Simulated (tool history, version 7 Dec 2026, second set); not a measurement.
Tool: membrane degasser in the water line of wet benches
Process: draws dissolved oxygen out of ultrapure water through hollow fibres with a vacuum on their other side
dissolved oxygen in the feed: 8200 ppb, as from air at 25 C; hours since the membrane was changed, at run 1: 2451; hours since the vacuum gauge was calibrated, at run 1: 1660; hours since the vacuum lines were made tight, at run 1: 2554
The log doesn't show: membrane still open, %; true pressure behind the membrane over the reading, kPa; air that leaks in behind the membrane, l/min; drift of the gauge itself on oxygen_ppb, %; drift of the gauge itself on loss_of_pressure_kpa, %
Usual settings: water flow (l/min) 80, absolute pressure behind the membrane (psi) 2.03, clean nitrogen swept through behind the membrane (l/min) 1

run     day  water flow (l/min)  absolute pressure behind the membrane (psi)  clean nitrogen swept through behind the membrane (l/min)  hours since the membrane was changed  hours since the vacuum gauge was calibrated  hours since the vacuum lines were made tight  dissolved oxygen in the water behind the degasser (ppb)  pressure that the water loses in the fibres (psi)
  1       0                  80                                         2.03                                                         1                                  2451                                         1660                                          2554                                                   1436.7                                              3.938
  2   2.196                  80                                         2.03                                                         1                                  2503                                         1713                                          2606                                                   1431.3                                              3.945
  3   3.575                  80                                         2.03                                                         1                                  2536                                         1746                                          2639                                                   1439.9                                              3.896
  4   5.229                  80                                         2.03                                                         1                                  2576                                         1785                                          2679                                                     1435                                                3.9
  5   8.025                  80                                         2.03                                                         1                                  2643                                         1852                                          2746                                                   1428.8                                              3.894
  6  10.412                  80                                         1.93                                                         1                                  2701                                         1910                                          2803                                                   1363.7                                               3.87
  7  13.225                  80                                         2.03                                                         1                                  2768                                         1977                                          2871                                                   1432.3                                              3.909
  8  15.621                  80                                         3.26                                                         1                                  2826                                         2035                                          2928                                                   2232.5                                              3.951
     15.858  -- vacuum gauge calibrated
  9  18.033                  80                                         2.03                                                         1                                  2883                                           52                                          2986                                                   1429.3                                               3.92
 10  20.371                  80                                         2.03                                                         1                                  2939                                          108                                          3042                                                   1444.6                                              3.919
 11   22.75                  80                                         2.03                                                      1.61                                  2996                                          165                                          3099                                                   1097.8                                              3.919
 12  25.825                  80                                         2.03                                                      1.61                                  3070                                          239                                          3173                                                   1103.3                                              3.946
 13  27.933                  80                                         2.03                                                      2.67                                  3121                                          290                                          3223                                                    812.1                                               3.92
     28.367  -- vacuum gauge calibrated, once more
 14  29.571                  81                                         2.03                                                         1                                  3159                                           29                                          3262                                                   1435.9                                               3.99
 15  31.421                  81                                         2.03                                                         1                                  3204                                           73                                          3307                                                   1429.9                                               3.97
 16  34.596                  81                                         2.03                                                      1.23                                  3280                                          150                                          3383                                                   1281.8                                              3.971
 17  36.046                  53                                         2.96                                                      0.41                                  3315                                          184                                          3418                                                   2508.1                                              2.596
 18  38.096                  53                                         2.96                                                      0.41                                  3364                                          233                                          3467                                                   2503.5                                              2.619
 19  40.367                  62                                         2.03                                                      0.64                                  3418                                          288                                          3521                                                   1516.7                                              3.044
 20  43.104                  77                                         2.47                                                      2.58                                  3484                                          354                                          3587                                                    945.8                                              3.796
 21  45.233                  51                                         2.03                                                      0.56                                  3535                                          405                                          3638                                                     1434                                              2.503
 22  46.529                  51                                         2.03                                                      0.56                                  3566                                          436                                          3669                                                     1433                                               2.49
 23  48.112                  51                                         2.03                                                      0.56                                  3604                                          474                                          3707                                                     1436                                              2.506
 24  50.138                  86                                         2.03                                                      2.72                                  3653                                          522                                          3756                                                    862.7                                              4.202

4 ways to go on from here, each from the tool as it stands after run 24. What would each give?
  A  51.804                  80                                         2.06                                                      1.96                                  3693                                          563                                          3796                                                        ?                                                  ?
  B  51.804                  55                                         2.03                                                      1.92                                  3693                                          563                                          3796                                                        ?                                                  ?
  C  51.804                  92                                          1.7                                                      1.74                                  3693                                          563                                          3796                                                        ?                                                  ?
  D  51.804                  74                                         1.93                                                         1                                  3693                                          563                                          3796                                                        ?                                                  ?

run  dissolved oxygen in the water behind the degasser (ppb)  pressure that the water loses in the fibres (psi)
  A                                                    985.4                                              3.936
  B                                                    687.9                                              2.718
  C                                                   1001.5                                              4.531
  D                                                   1272.6                                              3.639
Without the tool's hidden state the same runs would have given:
run  dissolved oxygen in the water behind the degasser (ppb)  pressure that the water loses in the fibres (psi)
  A                                                    967.7                                              3.848
  B                                                    676.3                                              2.657
  C                                                    980.4                                              4.429
  D                                                   1258.2                                              3.558
